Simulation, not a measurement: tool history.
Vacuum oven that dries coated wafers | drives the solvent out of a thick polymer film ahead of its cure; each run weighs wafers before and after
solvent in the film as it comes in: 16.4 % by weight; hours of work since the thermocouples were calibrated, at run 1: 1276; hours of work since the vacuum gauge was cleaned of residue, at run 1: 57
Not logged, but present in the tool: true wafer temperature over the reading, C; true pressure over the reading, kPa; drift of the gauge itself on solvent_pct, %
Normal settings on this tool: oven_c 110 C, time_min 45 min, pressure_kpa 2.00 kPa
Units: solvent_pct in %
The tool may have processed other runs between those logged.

run	day	oven_c	time_min	pressure_kpa	hours of work since the thermocouples were calibrated	hours of work since the vacuum gauge was cleaned of residue	solvent_pct
1	0.000	110	45	2.00	1276	57	2.41
2	0.221	110	45	2.00	1279	61	2.41
# day 0.650: oven's thermocouples calibrated
3	0.771	110	45	2.00	2	67	2.25
4	1.046	110	45	2.00	6	71	2.26
5	1.433	110	45	2.00	11	77	2.25
6	1.854	100	45	2.00	17	83	4.10
# day 2.071: oven's thermocouples calibrated, once more
7	2.350	117	28	5.35	4	89	4.94
8	2.604	119	56	2.00	8	93	1.35
9	3.042	110	34	2.00	14	99	3.83
10	3.521	110	28	6.74	21	106	7.45
11	3.988	103	28	6.74	28	113	9.46
12	4.208	122	71	2.20	31	116	1.17

Pick out some run-to-run changes in solvent_pct. Of each, how much would a tool without hidden state show as well, from the settings, what came in and chance, and how much is left for the hidden state and any gauge scatter not in both results compared?
Run 6 -> 7: oven_c 100 -> 117, time_min 45 -> 28, pressure_kpa 2.00 -> 5.35, oven's thermocouples calibrated, once more. solvent_pct +0.84 %: hidden state +0.90, all else -0.06.
Run 11 -> 12: oven_c 103 -> 122, time_min 28 -> 71, pressure_kpa 6.74 -> 2.20. solvent_pct -8.29 %: hidden state -0.05, all else -8.24.
